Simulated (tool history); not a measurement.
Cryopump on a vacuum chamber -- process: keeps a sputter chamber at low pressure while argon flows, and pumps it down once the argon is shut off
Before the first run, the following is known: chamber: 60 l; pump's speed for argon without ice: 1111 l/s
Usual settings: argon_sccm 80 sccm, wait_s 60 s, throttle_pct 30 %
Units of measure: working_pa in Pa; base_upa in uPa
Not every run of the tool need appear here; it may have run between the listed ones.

| run | hour | argon_sccm | wait_s | throttle_pct | working_pa | base_upa |
|---|---|---|---|---|---|---|
| 1 | 0 | 80 | 60 | 30 | 0.427 | 3.43 |
| 2 | 26.8 | 80 | 60 | 30 | 0.4257 | 3.47 |
| 3 | 51.9 | 80 | 60 | 30 | 0.4291 | 3.43 |
| 4 | 64.5 | 80 | 60 | 30 | 0.4299 | 3.41 |
| 5 | 86.2 | 80 | 60 | 30 | 0.4291 | 3.47 |
| 6 | 105.2 | 80 | 60 | 30 | 0.4286 | 3.59 |
| 7 | 119.7 | 80 | 60 | 30 | 0.4302 | 3.46 |
| 8 | 137.9 | 80 | 60 | 30 | 0.4294 | 3.54 |
| 9 | 151.8 | 38 | 60 | 30 | 0.2036 | 3.48 |
| 10 | 168.8 | 80 | 60 | 18 | 0.7008 | 3.49 |
| 11 | 189.7 | 80 | 60 | 18 | 0.6979 | 3.59 |
| 12 | 208.5 | 80 | 60 | 18 | 0.7069 | 3.58 |
| 13 | 232.9 | 80 | 60 | 18 | 0.712 | 3.64 |
| 14 | 255.4 | 80 | 60 | 18 | 0.7068 | 3.7 |
| 15 | 276.9 | 80 | 60 | 30 | 0.4397 | 3.69 |
| 16 | 292.2 | 80 | 60 | 30 | 0.4387 | 3.82 |
| 17 | 307.8 | 80 | 69 | 30 | 0.4379 | 3.5 |
| 18 | 328.6 | 80 | 69 | 30 | 0.4428 | 3.56 |

Run 19 has not been measured yet. What should we expect?
| 19 | 345.1 | 72 | 294 | 48 | ? | ? |

working_pa: 0.2636 Pa
base_upa: 2.19 uPa
With the hidden condition absent and the run-to-run variation left alone, this run would have shown working_pa 0.2303 Pa, base_upa 0.69 uPa.
